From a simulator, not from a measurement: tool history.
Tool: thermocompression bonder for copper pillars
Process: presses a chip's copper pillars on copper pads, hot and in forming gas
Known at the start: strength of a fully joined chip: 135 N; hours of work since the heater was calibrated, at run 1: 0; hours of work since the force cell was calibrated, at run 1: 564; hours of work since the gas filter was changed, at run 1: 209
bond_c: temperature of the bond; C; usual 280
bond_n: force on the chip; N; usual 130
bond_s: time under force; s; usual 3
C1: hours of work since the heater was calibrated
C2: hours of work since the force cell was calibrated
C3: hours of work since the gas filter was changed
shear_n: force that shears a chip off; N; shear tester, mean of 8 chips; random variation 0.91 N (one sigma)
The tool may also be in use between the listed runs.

Run 1, hour 0: usual settings; C1 0; C2 564; C3 209. Result: shear_n 75 N.
Run 2, hour 57.8: usual settings; C1 23; C2 588; C3 232. Result: shear_n 73.6 N.
Run 3, hour 99.3: usual settings; C1 40; C2 605; C3 249. Result: shear_n 73.1 N.
Run 4, hour 176.2: usual settings; C1 71; C2 636; C3 280. Result: shear_n 73.6 N.
At hour 201.9: forming gas filter changed.
Run 5, hour 260.7: usual settings; C1 106; C2 670; C3 24. Result: shear_n 80.4 N.
Run 6, hour 323: usual settings; C1 131; C2 695; C3 49. Result: shear_n 79.4 N.
Run 7, hour 365: usual settings; C1 148; C2 712; C3 66. Result: shear_n 77.9 N.
Run 8, hour 420.5: usual settings; C1 170; C2 735; C3 89. Result: shear_n 75.7 N.
Run 9, hour 456.3: usual settings but bond_n 103 N; C1 185; C2 749; C3 103. Result: shear_n 66.1 N.
Run 10, hour 518.6: usual settings but bond_n 103 N; C1 210; C2 774; C3 128. Result: shear_n 67.6 N.
Run 11, hour 588.4: usual settings but bond_n 103 N; C1 238; C2 803; C3 157. Result: shear_n 67.5 N.
Run 12, hour 633.1: usual settings but bond_n 103 N; C1 257; C2 821; C3 175. Result: shear_n 66.9 N.
Run 13, hour 670.6: usual settings but bond_c 293 C, bond_n 83 N; C1 272; C2 836; C3 190. Result: shear_n 70.1 N.
Run 14, hour 753.7: usual settings but bond_c 293 C, bond_n 83 N; C1 306; C2 870; C3 224. Result: shear_n 67 N.
Run 15, hour 840: usual settings but bond_c 293 C, bond_n 83 N; C1 341; C2 905; C3 259. Result: shear_n 69.1 N.
Run 16, hour 907.6: usual settings but bond_c 293 C, bond_n 83 N; C1 368; C2 932; C3 286. Result: shear_n 68.6 N.
At hour 921: forming gas filter changed.
Run 17, hour 985.5: usual settings but bond_c 298 C, bond_n 78 N, bond_s 4 s; C1 399; C2 964; C3 26. Result: shear_n 82.6 N.

Forecast each of these 4 alternatives for the next run:
Run A, hour 1054.3: usual settings but bond_c 290 C, bond_n 93 N, bond_s 4 s; C1 427; C2 992; C3 54. Result: shear_n ?.
Run B, hour 1054.3: usual settings but bond_c 298 C, bond_n 99 N, bond_s 4 s; C1 427; C2 992; C3 54. Result: shear_n ?.
Run C, hour 1054.3: usual settings but bond_c 273 C, bond_n 168 N, bond_s 4 s; C1 427; C2 992; C3 54. Result: shear_n ?.
Run D, hour 1054.3: usual settings but bond_c 299 C, bond_n 154 N, bond_s 4 s; C1 427; C2 992; C3 54. Result: shear_n ?.

run  shear_n
  A     83.2
  B     93.3
  C     95.8
  D    115.1
Without the tool's hidden state the same runs would have given:
run  shear_n
  A     77.1
  B     87.5
  C     89.6
  D    110.9

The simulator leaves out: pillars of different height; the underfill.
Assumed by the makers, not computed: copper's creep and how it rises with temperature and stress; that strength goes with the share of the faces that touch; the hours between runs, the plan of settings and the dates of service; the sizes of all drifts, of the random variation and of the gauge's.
